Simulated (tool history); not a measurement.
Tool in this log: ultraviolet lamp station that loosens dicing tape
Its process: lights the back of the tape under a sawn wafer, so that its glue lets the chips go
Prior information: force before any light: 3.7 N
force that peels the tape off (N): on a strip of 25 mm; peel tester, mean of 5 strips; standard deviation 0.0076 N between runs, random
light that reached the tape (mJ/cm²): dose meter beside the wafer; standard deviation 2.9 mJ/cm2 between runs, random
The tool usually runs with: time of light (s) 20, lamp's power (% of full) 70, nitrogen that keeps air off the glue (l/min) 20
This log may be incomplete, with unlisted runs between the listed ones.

run	hour	time of light (s)	lamp's power (% of full)	nitrogen that keeps air off the glue (l/min)	force that peels the tape off (N)	light that reached the tape (mJ/cm²)
1	0.0	20	70	20	0.343	370
2	24.9	20	70	20	0.357	368
3	41.5	20	70	20	0.343	361
4	59.9	20	70	20	0.359	359
5	80.3	20	70	20	0.349	360
6	93.6	20	70	20	0.342	355
7	107.8	15	70	20	0.541	264
8	120.5	15	70	20	0.559	263
9	135.1	15	97	20	0.350	365
10	158.5	15	97	20	0.354	358
11	183.0	16	97	20	0.324	374
# hour 193.7: window cleaned of glue's vapour
12	206.0	13	72	37	0.556	218
13	222.6	33	85	12	0.231	655
# hour 246.2: window cleaned of glue's vapour, once more
14	246.8	30	85	20	0.215	662
15	261.6	12	85	17	0.598	264

What will run 16 give?
16	281.3	17	81	17	?	?

{"run 16": {"force that peels the tape off (N)": 0.4, "light that reached the tape (mJ/cm²)": 348}}
On a tool with no hidden condition, and with the same random variation, this run would have come out at force that peels the tape off (N) 0.319, light that reached the tape (mJ/cm²) 413.
